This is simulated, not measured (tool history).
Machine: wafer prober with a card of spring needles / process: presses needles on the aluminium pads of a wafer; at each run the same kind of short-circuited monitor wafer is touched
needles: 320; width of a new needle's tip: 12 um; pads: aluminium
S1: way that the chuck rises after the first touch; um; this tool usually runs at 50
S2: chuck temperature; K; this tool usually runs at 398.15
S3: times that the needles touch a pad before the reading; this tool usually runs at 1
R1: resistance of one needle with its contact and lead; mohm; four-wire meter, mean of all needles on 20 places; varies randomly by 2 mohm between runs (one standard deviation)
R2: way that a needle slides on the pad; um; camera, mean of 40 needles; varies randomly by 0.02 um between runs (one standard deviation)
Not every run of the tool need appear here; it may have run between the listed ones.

run   hour  S1      S2  S3   R1    R2
  1    0.0  50  398.15   1  247  7.26
      14.9  -- tips cleaned on abrasive film
  2   26.4  34  398.15   1  270  4.91
      40.0  -- tips cleaned on abrasive film
  3   50.1  34  398.15   1  268  4.88
      64.5  -- tips cleaned on abrasive film
  4   76.9  34  398.15   1  268  4.92
      91.5  -- tips cleaned on abrasive film
  5   99.2  34  398.15   1  257  4.90
     115.9  -- tips cleaned on abrasive film
  6  126.3  36  398.15   1  256  5.15
     141.0  -- tips cleaned on abrasive film
  7  148.9  50  398.15   1  237  7.22
     165.5  -- tips cleaned on abrasive film
  8  170.0  50  398.15   1  227  7.23
     191.8  -- tips cleaned on abrasive film
  9  202.1  50  398.15   1  246  7.19
 10  215.8  50  398.15   1  262  7.17
     218.4  -- tips cleaned on abrasive film
 11  235.9  50  398.15   2  238  7.18
     244.3  -- tips cleaned on abrasive film
 12  250.8  50  398.15   2  223  7.19
     269.2  -- tips cleaned on abrasive film
 13  281.2  41  314.15   1  245  5.87
     295.7  -- tips cleaned on abrasive film
 14  303.7  32  364.15   1  258  4.55
     320.5  -- tips cleaned on abrasive film
 15  320.5  56  300.15   1  193  8.04
 16  340.8  56  300.15   1  236  8.05
     345.2  -- tips cleaned on abrasive film
 17  368.3  56  300.15   1  234  8.02
     369.7  -- tips cleaned on abrasive film
 18  384.8  48  319.15   3  213  6.91
     394.2  -- tips cleaned on abrasive film
 19  409.6  61  321.15   1  227  8.74
     418.8  -- tips cleaned on abrasive film
 20  428.2  61  321.15   1  227  8.76
     444.1  -- tips cleaned on abrasive film
 21  450.7  67  301.15   1  209  9.63
     468.9  -- tips cleaned on abrasive film
 22  477.7  67  301.15   1  213  9.61
     494.0  -- tips cleaned on abrasive film
     501.3  -- height of the first contact set anew
 23  503.1  66  301.15   3  195  9.63
     519.5  -- tips cleaned on abrasive film
 24  520.1  50  398.15   2  213  7.31

Each row is a separate what-if for the run after 24, all from the same tool condition, not one after another. Results?
  A  536.2  50  321.15   2   ?   ?
  B  536.2  50  373.15   2   ?   ?
  C  536.2  50  304.15   1   ?   ?

run   R1    R2
  A  217  7.27
  B  228  7.28
  C  236  7.30
The same runs, with their run-to-run variation unchanged, on a tool lacking any hidden condition would have given:
run   R1    R2
  A  192  7.27
  B  204  7.29
  C  191  7.31
